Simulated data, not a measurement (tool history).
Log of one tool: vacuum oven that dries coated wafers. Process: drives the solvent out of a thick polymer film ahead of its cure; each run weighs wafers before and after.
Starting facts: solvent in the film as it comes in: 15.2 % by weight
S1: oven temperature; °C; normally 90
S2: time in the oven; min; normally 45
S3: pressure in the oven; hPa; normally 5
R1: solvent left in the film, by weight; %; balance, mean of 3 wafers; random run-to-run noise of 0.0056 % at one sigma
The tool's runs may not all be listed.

run	day	S1	S2	S3	R1
1	0	90	45	5	0.919
# day 0.533: oven's thermocouples calibrated
2	1.358	90	45	5	1.031
3	2.271	90	45	10.07	1.165
4	3.504	90	45	5	1.035
5	4.775	90	45	5	1.023
6	5.742	90	45	5	1.017
7	6.65	90	45	5	1.024
8	7.45	90	45	5	1.009
9	8.292	90	45	5	1.02
10	9.525	90	45	12.35	1.218
11	10.862	90	45	5	1.02
12	11.621	90	45	5	1.016
13	12.417	102	26	10.63	0.608
14	13.779	90	59	11.23	0.731
15	15.15	90	38	5	1.417
16	16.171	90	38	5	1.417
17	17.467	90	36	19.88	1.967
18	18.312	90	23	6.52	3.232
19	19.675	90	23	6.52	3.222
20	20.954	90	46	15.71	1.252
21	21.942	90	46	15.71	1.239
22	22.567	90	45	11.2	1.16
23	23.838	90	45	3.8	0.952

Run 24 has not been measured yet. What should we expect?
24	24.508	99	66	2.58	?

R1: 0.121 %
On a tool with no hidden condition, and with the same random variation, this run would have come out at R1 0.063 %.
